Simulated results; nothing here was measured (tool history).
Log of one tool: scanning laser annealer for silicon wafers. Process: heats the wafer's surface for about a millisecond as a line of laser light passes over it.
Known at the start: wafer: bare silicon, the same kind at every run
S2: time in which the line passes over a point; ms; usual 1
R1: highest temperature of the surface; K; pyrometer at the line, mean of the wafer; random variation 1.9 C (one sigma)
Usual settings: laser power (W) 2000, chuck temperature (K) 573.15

{"run": 1, "hour": 0.0, "laser power (W)": 2000, "S2": 1, "chuck temperature (K)": 573.15, "R1": 1353.15}
{"run": 2, "hour": 9.9, "laser power (W)": 1834, "S2": 1, "chuck temperature (K)": 573.15, "R1": 1283.15}
{"run": 3, "hour": 20.2, "laser power (W)": 1752, "S2": 1, "chuck temperature (K)": 573.15, "R1": 1246.15}
{"run": 4, "hour": 32.5, "laser power (W)": 2000, "S2": 1, "chuck temperature (K)": 559.15, "R1": 1342.15}
{"run": 5, "hour": 45.1, "laser power (W)": 2000, "S2": 1, "chuck temperature (K)": 559.15, "R1": 1340.15}
{"run": 6, "hour": 66.4, "laser power (W)": 2000, "S2": 1, "chuck temperature (K)": 541.15, "R1": 1321.15}
{"run": 7, "hour": 80.3, "laser power (W)": 2000, "S2": 1, "chuck temperature (K)": 573.15, "R1": 1358.15}
{"hour": 85.2, "done": "laser's power meter calibrated"}
{"run": 8, "hour": 96.3, "laser power (W)": 2000, "S2": 1, "chuck temperature (K)": 573.15, "R1": 1354.15}
{"run": 9, "hour": 113.0, "laser power (W)": 2000, "S2": 1, "chuck temperature (K)": 573.15, "R1": 1355.15}
{"run": 10, "hour": 123.8, "laser power (W)": 2000, "S2": 1, "chuck temperature (K)": 573.15, "R1": 1351.15}
{"run": 11, "hour": 136.4, "laser power (W)": 2000, "S2": 1, "chuck temperature (K)": 573.15, "R1": 1353.15}
{"run": 12, "hour": 147.5, "laser power (W)": 2000, "S2": 1, "chuck temperature (K)": 573.15, "R1": 1350.15}
{"run": 13, "hour": 157.1, "laser power (W)": 2000, "S2": 1, "chuck temperature (K)": 573.15, "R1": 1355.15}
{"run": 14, "hour": 172.8, "laser power (W)": 1763, "S2": 0.73, "chuck temperature (K)": 556.15, "R1": 1119.15}
{"run": 15, "hour": 194.6, "laser power (W)": 1763, "S2": 0.73, "chuck temperature (K)": 556.15, "R1": 1116.15}
{"hour": 201.5, "done": "laser's power meter calibrated, once more"}
{"run": 16, "hour": 214.2, "laser power (W)": 1906, "S2": 1, "chuck temperature (K)": 573.15, "R1": 1308.15}
{"run": 17, "hour": 225.9, "laser power (W)": 1906, "S2": 1, "chuck temperature (K)": 573.15, "R1": 1308.15}
{"run": 18, "hour": 239.3, "laser power (W)": 1906, "S2": 0.76, "chuck temperature (K)": 582.15, "R1": 1209.15}
{"run": 19, "hour": 250.7, "laser power (W)": 1906, "S2": 0.76, "chuck temperature (K)": 582.15, "R1": 1205.15}
{"run": 20, "hour": 264.4, "laser power (W)": 1962, "S2": 0.94, "chuck temperature (K)": 612.15, "R1": 1340.15}
{"run": 21, "hour": 273.8, "laser power (W)": 2181, "S2": 0.75, "chuck temperature (K)": 565.15, "R1": 1287.15}
{"run": 22, "hour": 285.9, "laser power (W)": 2181, "S2": 0.75, "chuck temperature (K)": 565.15, "R1": 1285.15}
{"run": 23, "hour": 305.5, "laser power (W)": 1732, "S2": 1.09, "chuck temperature (K)": 583.15, "R1": 1279.15}
{"run": 24, "hour": 321.9, "laser power (W)": 1732, "S2": 0.99, "chuck temperature (K)": 582.15, "R1": 1235.15}
{"run": 25, "hour": 342.1, "laser power (W)": 1732, "S2": 0.99, "chuck temperature (K)": 582.15, "R1": 1239.15}
{"run": 26, "hour": 352.8, "laser power (W)": 2000, "S2": 1.04, "chuck temperature (K)": 573.15, "R1": 1366.15}

Forecast each of these 5 alternatives for the next run:
{"run": "A", "hour": 361.9, "laser power (W)": 1814, "S2": 1.17, "chuck temperature (K)": 592.15, "R1": "?"}
{"run": "B", "hour": 361.9, "laser power (W)": 2034, "S2": 1.04, "chuck temperature (K)": 533.15, "R1": "?"}
{"run": "C", "hour": 361.9, "laser power (W)": 1921, "S2": 1, "chuck temperature (K)": 573.15, "R1": "?"}
{"run": "D", "hour": 361.9, "laser power (W)": 1813, "S2": 1.04, "chuck temperature (K)": 573.15, "R1": "?"}
{"run": "E", "hour": 361.9, "laser power (W)": 1760, "S2": 1, "chuck temperature (K)": 573.15, "R1": "?"}

run=A R1=1352.15
run=B R1=1344.15
run=C R1=1313.15
run=D R1=1283.15
run=E R1=1244.15
Without the tool's hidden state the same runs would have given:
run=A R1=1369.15
run=B R1=1362.15
run=C R1=1330.15
run=D R1=1299.15
run=E R1=1259.15
